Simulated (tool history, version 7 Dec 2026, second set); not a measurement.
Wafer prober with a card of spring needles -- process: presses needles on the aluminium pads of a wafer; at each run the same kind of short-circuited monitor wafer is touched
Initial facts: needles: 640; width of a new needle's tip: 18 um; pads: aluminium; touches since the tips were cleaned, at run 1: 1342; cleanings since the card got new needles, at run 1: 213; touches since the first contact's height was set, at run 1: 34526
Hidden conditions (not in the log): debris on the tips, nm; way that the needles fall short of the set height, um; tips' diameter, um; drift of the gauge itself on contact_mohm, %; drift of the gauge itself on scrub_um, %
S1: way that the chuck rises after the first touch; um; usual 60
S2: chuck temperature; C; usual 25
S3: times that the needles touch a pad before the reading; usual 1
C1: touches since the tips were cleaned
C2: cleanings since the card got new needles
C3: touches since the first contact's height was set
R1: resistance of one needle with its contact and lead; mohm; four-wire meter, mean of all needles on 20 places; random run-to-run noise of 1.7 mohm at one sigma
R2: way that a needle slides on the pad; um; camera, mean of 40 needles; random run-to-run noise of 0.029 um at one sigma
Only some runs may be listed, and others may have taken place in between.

{"run": 1, "hour": 0.0, "S1": 60, "S2": 25, "S3": 1, "C1": 1342, "C2": 213, "C3": 34526, "R1": 360, "R2": 12.73}
{"hour": 9.8, "done": "tips cleaned on abrasive film"}
{"hour": 26.0, "done": "tips cleaned on abrasive film"}
{"hour": 42.2, "done": "tips cleaned on abrasive film"}
{"hour": 55.1, "done": "tips cleaned on abrasive film"}
{"run": 2, "hour": 57.5, "S1": 60, "S2": 73, "S3": 1, "C1": 978, "C2": 217, "C3": 58096, "R1": 431, "R2": 12.68}
{"hour": 70.4, "done": "tips cleaned on abrasive film"}
{"hour": 83.4, "done": "tips cleaned on abrasive film"}
{"hour": 99.6, "done": "tips cleaned on abrasive film"}
{"run": 3, "hour": 99.9, "S1": 60, "S2": 73, "S3": 1, "C1": 144, "C2": 220, "C3": 75494, "R1": 248, "R2": 12.68}
{"hour": 112.9, "done": "tips cleaned on abrasive film"}
{"hour": 129.1, "done": "tips cleaned on abrasive film"}
{"hour": 142.0, "done": "tips cleaned on abrasive film"}
{"hour": 158.2, "done": "tips cleaned on abrasive film"}
{"run": 4, "hour": 159.3, "S1": 60, "S2": 25, "S3": 1, "C1": 442, "C2": 224, "C3": 99823, "R1": 351, "R2": 12.56}
{"hour": 172.2, "done": "tips cleaned on abrasive film"}
{"hour": 188.4, "done": "tips cleaned on abrasive film"}
{"hour": 204.6, "done": "tips cleaned on abrasive film"}
{"hour": 220.7, "done": "tips cleaned on abrasive film"}
{"hour": 236.9, "done": "tips cleaned on abrasive film"}
{"run": 5, "hour": 237.1, "S1": 60, "S2": 41, "S3": 1, "C1": 89, "C2": 229, "C3": 131769, "R1": 252, "R2": 12.4}
{"hour": 250.1, "done": "tips cleaned on abrasive film"}
{"hour": 266.3, "done": "tips cleaned on abrasive film"}
{"hour": 280.7, "done": "tips cleaned on abrasive film"}
{"run": 6, "hour": 280.7, "S1": 60, "S2": 41, "S3": 1, "C1": 0, "C2": 232, "C3": 149621, "R1": 219, "R2": 12.4}
{"hour": 296.9, "done": "tips cleaned on abrasive film"}
{"hour": 313.0, "done": "tips cleaned on abrasive film"}
{"hour": 329.2, "done": "tips cleaned on abrasive film"}
{"hour": 345.4, "done": "tips cleaned on abrasive film"}
{"run": 7, "hour": 351.4, "S1": 60, "S2": 41, "S3": 1, "C1": 2501, "C2": 236, "C3": 178667, "R1": 548, "R2": 12.28}
{"hour": 361.2, "done": "tips cleaned on abrasive film"}
{"hour": 371.1, "done": "height of the first contact set anew"}
{"hour": 377.7, "done": "tips cleaned on abrasive film, once more"}
{"hour": 393.8, "done": "tips cleaned on abrasive film"}
{"run": 8, "hour": 405.5, "S1": 60, "S2": 41, "S3": 1, "C1": 4832, "C2": 239, "C3": 14124, "R1": 605, "R2": 12.8}
{"hour": 408.8, "done": "tips cleaned on abrasive film"}
{"hour": 421.8, "done": "tips cleaned on abrasive film"}
{"hour": 438.0, "done": "tips cleaned on abrasive film"}
{"hour": 454.2, "done": "tips cleaned on abrasive film"}
{"run": 9, "hour": 459.0, "S1": 60, "S2": 41, "S3": 1, "C1": 2020, "C2": 243, "C3": 36053, "R1": 507, "R2": 12.75}
{"hour": 468.8, "done": "tips cleaned on abrasive film"}
{"hour": 485.0, "done": "tips cleaned on abrasive film"}
{"hour": 501.1, "done": "tips cleaned on abrasive film"}
{"hour": 514.1, "done": "tips cleaned on abrasive film"}
{"run": 10, "hour": 521.3, "S1": 60, "S2": 41, "S3": 1, "C1": 2960, "C2": 247, "C3": 61578, "R1": 566, "R2": 12.74}
{"hour": 527.8, "done": "tips cleaned on abrasive film"}
{"hour": 544.0, "done": "tips cleaned on abrasive film"}
{"hour": 556.9, "done": "tips cleaned on abrasive film"}
{"hour": 571.2, "done": "tips cleaned on abrasive film"}
{"run": 11, "hour": 571.2, "S1": 60, "S2": 36, "S3": 1, "C1": 0, "C2": 251, "C3": 82021, "R1": 222, "R2": 12.57}
{"hour": 587.4, "done": "tips cleaned on abrasive film"}
{"hour": 600.3, "done": "tips cleaned on abrasive film"}
{"hour": 616.5, "done": "tips cleaned on abrasive film"}
{"hour": 632.7, "done": "tips cleaned on abrasive film"}
{"hour": 648.8, "done": "tips cleaned on abrasive film"}
{"run": 12, "hour": 658.7, "S1": 60, "S2": 36, "S3": 1, "C1": 4083, "C2": 256, "C3": 117959, "R1": 627, "R2": 12.53}
{"hour": 662.1, "done": "tips cleaned on abrasive film"}
{"hour": 675.0, "done": "tips cleaned on abrasive film"}
{"hour": 691.2, "done": "tips cleaned on abrasive film"}
{"hour": 704.2, "done": "tips cleaned on abrasive film"}
{"hour": 719.9, "done": "tips cleaned on abrasive film"}
{"run": 13, "hour": 719.9, "S1": 60, "S2": 36, "S3": 1, "C1": 0, "C2": 261, "C3": 142995, "R1": 224, "R2": 12.42}
{"hour": 736.1, "done": "tips cleaned on abrasive film"}
{"hour": 752.2, "done": "tips cleaned on abrasive film"}
{"hour": 765.2, "done": "tips cleaned on abrasive film"}
{"hour": 781.4, "done": "tips cleaned on abrasive film"}
{"hour": 794.3, "done": "tips cleaned on abrasive film"}
{"run": 14, "hour": 800.9, "S1": 60, "S2": 36, "S3": 1, "C1": 2728, "C2": 266, "C3": 176251, "R1": 606, "R2": 12.29}
{"hour": 807.5, "done": "tips cleaned on abrasive film"}
{"hour": 823.6, "done": "tips cleaned on abrasive film"}
{"hour": 827.1, "done": "height of the first contact set anew"}
{"hour": 840.1, "done": "tips cleaned on abrasive film"}
{"hour": 856.3, "done": "tips cleaned on abrasive film"}
{"hour": 869.2, "done": "tips cleaned on abrasive film"}
{"run": 15, "hour": 872.8, "S1": 60, "S2": 42, "S3": 3, "C1": 1483, "C2": 271, "C3": 18738, "R1": 293, "R2": 12.8}
{"hour": 882.6, "done": "tips cleaned on abrasive film"}
{"hour": 898.8, "done": "tips cleaned on abrasive film"}
{"hour": 914.9, "done": "tips cleaned on abrasive film"}
{"hour": 931.1, "done": "tips cleaned on abrasive film"}
{"run": 16, "hour": 943.5, "S1": 70, "S2": 35, "S3": 3, "C1": 5128, "C2": 275, "C3": 47760, "R1": 305, "R2": 14.91}
{"hour": 946.8, "done": "tips cleaned on abrasive film"}
{"hour": 959.8, "done": "tips cleaned on abrasive film"}
{"hour": 976.0, "done": "tips cleaned on abrasive film"}
{"hour": 992.2, "done": "tips cleaned on abrasive film"}
{"hour": 1005.1, "done": "tips cleaned on abrasive film"}
{"hour": 1018.8, "done": "tips cleaned on abrasive film"}
{"run": 17, "hour": 1018.8, "S1": 48, "S2": 25, "S3": 1, "C1": 0, "C2": 281, "C3": 78570, "R1": 268, "R2": 10.06}
{"hour": 1034.9, "done": "tips cleaned on abrasive film"}
{"hour": 1047.9, "done": "tips cleaned on abrasive film"}
{"hour": 1064.1, "done": "tips cleaned on abrasive film"}
{"hour": 1077.0, "done": "tips cleaned on abrasive film"}
{"hour": 1092.3, "done": "tips cleaned on abrasive film"}
{"run": 18, "hour": 1092.3, "S1": 43, "S2": 96, "S3": 1, "C1": 0, "C2": 286, "C3": 108718, "R1": 272, "R2": 8.88}
{"hour": 1108.5, "done": "tips cleaned on abrasive film"}
{"hour": 1124.6, "done": "tips cleaned on abrasive film"}
{"hour": 1140.8, "done": "tips cleaned on abrasive film"}
{"hour": 1157.0, "done": "tips cleaned on abrasive film"}
{"run": 19, "hour": 1167.8, "S1": 42, "S2": 44, "S3": 1, "C1": 4448, "C2": 290, "C3": 139712, "R1": 1242, "R2": 8.6}
{"hour": 1171.1, "done": "tips cleaned on abrasive film"}
{"hour": 1184.0, "done": "tips cleaned on abrasive film"}
{"hour": 1200.2, "done": "tips cleaned on abrasive film"}
{"hour": 1216.4, "done": "tips cleaned on abrasive film"}
{"hour": 1230.6, "done": "tips cleaned on abrasive film"}
{"run": 20, "hour": 1230.6, "S1": 60, "S2": 68, "S3": 2, "C1": 0, "C2": 295, "C3": 165453, "R1": 219, "R2": 12.37}
{"hour": 1246.8, "done": "tips cleaned on abrasive film"}
{"hour": 1262.9, "done": "tips cleaned on abrasive film"}
{"hour": 1279.1, "done": "tips cleaned on abrasive film"}
{"hour": 1282.6, "done": "height of the first contact set anew"}
{"hour": 1292.6, "done": "tips cleaned on abrasive film"}
{"run": 21, "hour": 1292.6, "S1": 60, "S2": 68, "S3": 2, "C1": 0, "C2": 299, "C3": 4061, "R1": 209, "R2": 12.83}
{"hour": 1305.5, "done": "tips cleaned on abrasive film"}
{"hour": 1321.7, "done": "tips cleaned on abrasive film"}
{"hour": 1337.9, "done": "tips cleaned on abrasive film"}
{"run": 22, "hour": 1342.8, "S1": 64, "S2": 64, "S3": 2, "C1": 2033, "C2": 302, "C3": 24677, "R1": 386, "R2": 13.6}
{"hour": 1352.6, "done": "tips cleaned on abrasive film"}
{"hour": 1368.7, "done": "tips cleaned on abrasive film"}
{"hour": 1384.9, "done": "tips cleaned on abrasive film"}
{"hour": 1397.9, "done": "tips cleaned on abrasive film"}
{"hour": 1414.0, "done": "tips cleaned on abrasive film"}
{"run": 23, "hour": 1422.7, "S1": 41, "S2": 62, "S3": 1, "C1": 3592, "C2": 307, "C3": 57472, "R1": 1134, "R2": 8.6}
{"hour": 1429.3, "done": "tips cleaned on abrasive film"}
{"hour": 1442.2, "done": "tips cleaned on abrasive film"}
{"hour": 1458.4, "done": "tips cleaned on abrasive film"}
{"hour": 1474.6, "done": "tips cleaned on abrasive film"}
{"hour": 1487.5, "done": "tips cleaned on abrasive film"}
{"run": 24, "hour": 1493.9, "S1": 41, "S2": 62, "S3": 1, "C1": 2604, "C2": 312, "C3": 86623, "R1": 1155, "R2": 8.51}
{"hour": 1503.6, "done": "tips cleaned on abrasive film"}
{"hour": 1516.6, "done": "tips cleaned on abrasive film"}
{"hour": 1532.7, "done": "tips cleaned on abrasive film"}
{"hour": 1548.9, "done": "tips cleaned on abrasive film"}
{"hour": 1565.1, "done": "tips cleaned on abrasive film"}
{"run": 25, "hour": 1568.2, "S1": 43, "S2": 49, "S3": 1, "C1": 1285, "C2": 317, "C3": 117109, "R1": 862, "R2": 8.81}

Predict each of these 4 candidate next runs independently; none follows another, all start after run 25:
{"hour": 1581.2, "done": "tips cleaned on abrasive film"}
{"hour": 1594.1, "done": "tips cleaned on abrasive film"}
{"hour": 1610.3, "done": "tips cleaned on abrasive film"}
{"run": "A", "hour": 1612.9, "S1": 46, "S2": 25, "S3": 1, "C1": 1070, "C2": 320, "C3": 135435, "R1": "?", "R2": "?"}
{"hour": 1581.2, "done": "tips cleaned on abrasive film"}
{"hour": 1594.1, "done": "tips cleaned on abrasive film"}
{"hour": 1610.3, "done": "tips cleaned on abrasive film"}
{"run": "B", "hour": 1612.9, "S1": 43, "S2": 49, "S3": 1, "C1": 1070, "C2": 320, "C3": 135435, "R1": "?", "R2": "?"}
{"hour": 1581.2, "done": "tips cleaned on abrasive film"}
{"hour": 1594.1, "done": "tips cleaned on abrasive film"}
{"hour": 1610.3, "done": "tips cleaned on abrasive film"}
{"run": "C", "hour": 1612.9, "S1": 79, "S2": 49, "S3": 1, "C1": 1070, "C2": 320, "C3": 135435, "R1": "?", "R2": "?"}
{"hour": 1581.2, "done": "tips cleaned on abrasive film"}
{"hour": 1594.1, "done": "tips cleaned on abrasive film"}
{"hour": 1610.3, "done": "tips cleaned on abrasive film"}
{"run": "D", "hour": 1612.9, "S1": 61, "S2": 94, "S3": 2, "C1": 1070, "C2": 320, "C3": 135435, "R1": "?", "R2": "?"}

run=A R1=778 R2=9.42
run=B R1=846 R2=8.8
run=C R1=370 R2=16.47
run=D R1=377 R2=12.64
What these runs would have given with no unlogged condition in the tool:
run=A R1=178 R2=9.84
run=B R1=183 R2=9.22
run=C R1=167 R2=16.89
run=D R1=181 R2=13.06
